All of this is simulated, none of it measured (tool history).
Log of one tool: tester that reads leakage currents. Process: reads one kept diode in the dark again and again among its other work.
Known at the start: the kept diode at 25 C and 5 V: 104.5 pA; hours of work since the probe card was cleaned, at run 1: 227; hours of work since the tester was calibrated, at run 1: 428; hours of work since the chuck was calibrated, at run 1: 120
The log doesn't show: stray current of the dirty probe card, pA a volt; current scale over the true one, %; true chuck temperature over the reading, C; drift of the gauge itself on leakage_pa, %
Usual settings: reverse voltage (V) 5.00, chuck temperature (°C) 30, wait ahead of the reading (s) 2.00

run	hour	reverse voltage (V)	chuck temperature (°C)	wait ahead of the reading (s)	hours of work since the probe card was cleaned	hours of work since the tester was calibrated	hours of work since the chuck was calibrated	current that the tester gives (pA)
1	0.0	5.00	30	2.00	227	428	120	155.70
2	38.8	5.00	30	2.00	252	453	145	156.30
3	81.0	5.00	30	0.76	279	480	173	157.32
4	121.9	5.00	33	2.00	306	507	199	192.99
5	161.8	2.59	33	2.00	332	533	225	153.54
6	191.5	2.59	33	0.55	351	552	244	154.58
7	229.0	2.59	33	0.55	375	576	269	154.91
8	274.4	1.16	30	2.00	405	606	298	93.34
9	313.7	6.04	30	2.00	430	631	324	169.91
10	340.5	5.00	30	0.46	447	649	341	161.96
11	385.0	5.00	30	0.46	476	678	370	162.60
12	431.9	5.00	30	2.00	507	708	400	160.03
13	482.2	5.00	30	2.00	539	741	433	161.10
14	524.1	2.63	30	2.00	566	768	460	127.16
15	552.0	2.63	30	2.00	584	786	478	127.66
16	597.5	5.00	37	2.00	614	815	508	264.40
17	626.5	6.66	48	5.81	633	834	526	604.98
18	660.3	6.66	48	5.81	655	856	548	604.51
19	707.7	6.66	48	5.81	685	887	579	605.83
20	755.9	5.00	30	7.16	717	918	610	162.36
21	806.1	5.00	30	7.16	749	951	643	163.05
22	828.4	5.00	30	7.16	764	965	657	163.99
23	869.8	5.00	30	7.16	791	992	684	164.73
24	907.8	5.00	30	7.16	815	1016	709	164.39
25	938.5	11.14	22	7.16	835	1036	729	129.47
26	966.3	1.88	24	7.16	853	1054	747	74.38
27	1002.7	3.66	22	0.87	877	1078	770	84.48
28	1044.8	4.26	37	0.46	904	1105	798	257.28
29	1087.8	4.85	37	5.11	932	1133	825	267.07

Some steps in current that the tester gives (pA) between neighbouring runs. How much of each would the tool show without its hidden state too (settings, what came in, random variation), and how much is left for the hidden state, with any gauge scatter that isn't in both results?
Run 16 -> 17: reverse voltage (V) 5.00 -> 6.66, chuck temperature (°C) 37 -> 48, wait ahead of the reading (s) 2.00 -> 5.81. current that the tester gives (pA) +340.58: hidden state +11.39, all else +329.19.
Run 19 -> 20: reverse voltage (V) 6.66 -> 5.00, chuck temperature (°C) 48 -> 30, wait ahead of the reading (s) 5.81 -> 7.16. current that the tester gives (pA) -443.47: hidden state -14.92, all else -428.55.
Run 25 -> 26: reverse voltage (V) 11.14 -> 1.88, chuck temperature (°C) 22 -> 24. current that the tester gives (pA) -55.09: hidden state -13.00, all else -42.09.
